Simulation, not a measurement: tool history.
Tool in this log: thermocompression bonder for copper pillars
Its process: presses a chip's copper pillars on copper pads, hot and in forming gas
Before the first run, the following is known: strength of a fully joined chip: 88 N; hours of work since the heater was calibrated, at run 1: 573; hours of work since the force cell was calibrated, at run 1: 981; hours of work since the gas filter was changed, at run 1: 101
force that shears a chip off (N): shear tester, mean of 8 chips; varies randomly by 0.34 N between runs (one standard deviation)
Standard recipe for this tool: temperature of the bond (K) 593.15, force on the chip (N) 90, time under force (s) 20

run,day,temperature of the bond (K),force on the chip (N),time under force (s),hours of work since the heater was calibrated,hours of work since the force cell was calibrated,hours of work since the gas filter was changed,force that shears a chip off (N)
1,0,593.15,90,20,573,981,101,52
# day 0.879: forming gas filter changed
2,2.996,593.15,90,20,618,1026,32,51.6
3,6.054,593.15,90,20,664,1072,78,51.9
# day 8.488: forming gas filter changed
4,9.321,593.15,90,11,712,1120,12,42.3
5,11.888,593.15,90,11,751,1159,51,42.6
6,13.95,593.15,90,11,782,1190,82,42.2
# day 16.138: forming gas filter changed
7,16.908,593.15,90,20,826,1234,12,51.6
8,19.108,593.15,85,20,859,1267,45,50.1
9,21.292,593.15,90,20,892,1299,77,51.7
# day 23.846: forming gas filter changed
10,23.846,593.15,90,20,930,1337,0,51.4
# day 25.654: force cell calibrated
11,27.067,622.15,90,13,977,21,47,56.9
12,28.738,593.15,57,20,1002,46,72,37.2
13,30.608,593.15,89,20,1030,74,100,51.6
# day 31.662: forming gas filter changed
14,33.583,618.15,71,20,1074,119,29,53.8
15,35.429,619.15,88,18,1102,146,56,59.6
16,38.221,619.15,88,18,1144,188,98,59.3
# day 39.483: forming gas filter changed
17,40.879,619.15,88,17,1183,228,21,59.7
18,43.462,619.15,88,17,1222,266,60,58.9

Describe how what the log doesn't record of the tool's condition differs between the last listed run preceding each entry between runs and the first listed run following it.
Between runs 1 and 2: forming gas filter changed (day 0.879)
  oxide that the forming gas leaves, % of the face: 0.72 -> 0.57
Between runs 3 and 4: forming gas filter changed (day 8.488)
  oxide that the forming gas leaves, % of the face: 0.67 -> 0.53
Between runs 6 and 7: forming gas filter changed (day 16.138)
  oxide that the forming gas leaves, % of the face: 0.68 -> 0.53
Between runs 9 and 10: forming gas filter changed (day 23.846)
  oxide that the forming gas leaves, % of the face: 0.68 -> 0.5
Between runs 10 and 11: force cell calibrated (day 25.654)
  true temperature of the bond over the reading, C: 0.1 -> 0.2; force that reaches the chip, % of what is set: 99.9 -> 100; oxide that the forming gas leaves, % of the face: 0.5 -> 0.6
Between runs 13 and 14: forming gas filter changed (day 31.662)
  oxide that the forming gas leaves, % of the face: 0.71 -> 0.56
Between runs 16 and 17: forming gas filter changed (day 39.483)
  oxide that the forming gas leaves, % of the face: 0.71 -> 0.55
